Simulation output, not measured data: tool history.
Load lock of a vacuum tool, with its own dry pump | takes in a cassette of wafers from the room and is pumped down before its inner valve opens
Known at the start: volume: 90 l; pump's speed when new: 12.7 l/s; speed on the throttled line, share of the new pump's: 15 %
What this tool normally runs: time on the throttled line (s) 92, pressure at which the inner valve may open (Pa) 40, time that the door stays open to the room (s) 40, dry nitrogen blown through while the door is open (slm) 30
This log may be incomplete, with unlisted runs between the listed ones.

run     day  time on the throttled line (s)  pressure at which the inner valve may open (Pa)  time that the door stays open to the room (s)  dry nitrogen blown through while the door is open (slm)  incoming humidity of the room's air, %  time from the closed door until the inner valve may open (s)  rise of the pressure with all valves shut (Pa/min)
  1   0.000                              92                                               40                                             40                                                       30                                    43.4                                                         135.9                                               0.046
  2   7.938                              92                                               40                                             40                                                       30                                    46.9                                                         135.7                                               0.042
  3  15.425                              92                                               40                                             40                                                       45                                    43.2                                                         136.8                                               0.046
  4  20.250                              92                                               54                                             40                                                       30                                    43.9                                                         133.9                                               0.044
  5  26.283                              92                                               54                                             40                                                       30                                    45.3                                                         134.0                                               0.053
  6  31.962                              92                                               54                                             40                                                       30                                    46.1                                                         133.8                                               0.048
  7  40.325                              92                                               40                                             35                                                       30                                    49.4                                                         135.2                                               0.050
  8  45.338                             141                                               48                                             40                                                       30                                    50.1                                                         176.8                                               0.053
  9  52.446                             141                                               48                                             40                                                       30                                    47.3                                                         175.6                                               0.051
 10  57.858                              92                                               35                                             40                                                       30                                    45.9                                                         138.3                                               0.050
 11  62.704                              92                                               35                                             40                                                       30                                    42.8                                                         137.0                                               0.058
 12  68.696                              92                                               49                                             40                                                       13                                    48.4                                                         135.8                                               0.062
 13  72.450                              92                                               28                                            104                                                       30                                    47.4                                                         139.4                                               0.067

Branching from run 13: 5 alternative next runs. What would each branch give?
  A  78.262                              92                                               31                                            104                                                       30                                    47.4                                                             ?                                                   ?
  B  78.262                              92                                               48                                            129                                                       40                                    48.7                                                             ?                                                   ?
  C  78.262                             180                                               66                                            104                                                       30                                    44.4                                                             ?                                                   ?
  D  78.262                              48                                               40                                             40                                                       30                                    46.0                                                             ?                                                   ?
  E  78.262                              92                                               33                                            174                                                       35                                    47.4                                                             ?                                                   ?

run  time from the closed door until the inner valve may open (s)  rise of the pressure with all valves shut (Pa/min)
  A                                                         139.3                                               0.067
  B                                                         135.5                                               0.061
  C                                                         206.0                                               0.062
  D                                                          99.9                                               0.056
  E                                                         137.7                                               0.066
With no hidden state in the tool, these same runs would have given:
run  time from the closed door until the inner valve may open (s)  rise of the pressure with all valves shut (Pa/min)
  A                                                         136.6                                               0.023
  B                                                         133.0                                               0.017
  C                                                         204.5                                               0.018
  D                                                          96.9                                               0.013
  E                                                         135.1                                               0.022

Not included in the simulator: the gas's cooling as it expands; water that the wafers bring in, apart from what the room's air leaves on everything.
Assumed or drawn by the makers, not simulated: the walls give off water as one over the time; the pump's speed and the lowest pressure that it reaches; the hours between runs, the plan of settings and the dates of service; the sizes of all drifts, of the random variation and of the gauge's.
